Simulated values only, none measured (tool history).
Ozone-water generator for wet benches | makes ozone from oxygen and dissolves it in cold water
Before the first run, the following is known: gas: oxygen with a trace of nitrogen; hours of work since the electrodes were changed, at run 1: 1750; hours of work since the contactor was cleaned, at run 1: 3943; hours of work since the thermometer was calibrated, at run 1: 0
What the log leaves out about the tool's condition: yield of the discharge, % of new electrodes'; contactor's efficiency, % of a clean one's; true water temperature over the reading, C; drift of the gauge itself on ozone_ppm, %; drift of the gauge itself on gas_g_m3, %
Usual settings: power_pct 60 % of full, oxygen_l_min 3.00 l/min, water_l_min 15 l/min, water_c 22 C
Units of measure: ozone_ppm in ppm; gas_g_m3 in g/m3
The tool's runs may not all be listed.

run    hour  power_pct  oxygen_l_min  water_l_min  water_c  hours of work since the electrodes were changed  hours of work since the contactor was cleaned  hours of work since the thermometer was calibrated  ozone_ppm  gas_g_m3
  1     0.0         60          3.00           15       22                                             1750                                           3943                                                   0        9.5     144.7
  2   152.9         60          3.00           15       22                                             1875                                           4067                                                 125        9.3     142.4
  3   311.6         60          3.00           15       22                                             2004                                           4197                                                 254        9.1     143.6
  4   444.9         60          3.00           15       22                                             2113                                           4306                                                 363        9.1     144.7
  5   557.9         60          3.94           15       22                                             2205                                           4398                                                 455        9.1     123.6
  6   730.6         60          3.00           15       22                                             2346                                           4539                                                 596        9.1     144.7
  7   922.6         60          3.00           15       22                                             2502                                           4695                                                 752        9.0     143.0
  8  1026.7         60          3.00           15       22                                             2587                                           4780                                                 837        8.9     144.3
  9  1229.8         60          3.00           15       22                                             2753                                           4946                                                1003        8.9     142.0
 10  1381.4         60          3.00           15       16                                             2876                                           5069                                                1126        9.6     140.3
 11  1540.9         60          3.00           15       16                                             3006                                           5199                                                1256        9.5     141.5
 12  1712.8         60          3.00           15       16                                             3147                                           5339                                                1397        9.4     142.8
     1833.1  -- contactor cleaned
 13  1851.1         49          3.00           15       22                                             3256                                             15                                                1506        8.4     121.9
 14  1986.0         49          3.00           15       22                                             3366                                            125                                                1616        8.3     121.3
 15  2093.4         49          3.00           15       22                                             3454                                            212                                                1704        8.5     120.8
 16  2314.5         49          3.00           15       22                                             3634                                            393                                                1884        8.5     120.3
 17  2514.3         69          1.58           18       16                                             3797                                            555                                                2047        8.5     223.8
 18  2704.7         69          1.58           18       16                                             3952                                            711                                                2202        8.7     220.7
 19  2891.9         66          2.58           15       22                                             4105                                            863                                                2355       10.3     162.1
 20  3106.2         66          2.58           15       22                                             4279                                           1038                                                2530       10.0     162.8
 21  3199.1         66          2.58           15       22                                             4355                                           1114                                                2605       10.1     163.3
 22  3402.4         66          2.58           15       22                                             4521                                           1280                                                2771       10.0     160.8
 23  3563.5         43          1.60           14       18                                             4652                                           1411                                                2902        7.6     152.9
 24  3655.1         81          3.00           11       26                                             4727                                           1486                                                2977       14.5     173.7
     3722.3  -- water thermometer calibrated
 25  3786.3         81          3.00           11       26                                             4834                                           1592                                                  52       14.2     171.7
 26  3949.8         60          3.00           24       24                                             4967                                           1726                                                 186        5.6     137.8
 27  4052.1         60          2.78           19       24                                             5050                                           1809                                                 269        7.0     144.8
 28  4152.6         60          1.96           15       26                                             5132                                           1891                                                 351        8.5     174.2
 29  4328.1         60          1.96           15       26                                             5275                                           2034                                                 494        8.5     174.1
 30  4503.9         52          3.00           15       22                                             5419                                           2177                                                 637        8.4     122.9
 31  4600.0         52          3.00           14       16                                             5497                                           2256                                                 716        9.6     123.5

Run 32 comes next. What will it give?
 32  4790.9         52          3.00           14       16                                             5653                                           2411                                                 871          ?         ?

{"run 32": {"ozone_ppm": 9.5, "gas_g_m3": 122.9}}
Take away the tool's hidden state, keep the run-to-run variation as it was, and the same run would have given ozone_ppm 10.7 ppm, gas_g_m3 132.7 g/m3.

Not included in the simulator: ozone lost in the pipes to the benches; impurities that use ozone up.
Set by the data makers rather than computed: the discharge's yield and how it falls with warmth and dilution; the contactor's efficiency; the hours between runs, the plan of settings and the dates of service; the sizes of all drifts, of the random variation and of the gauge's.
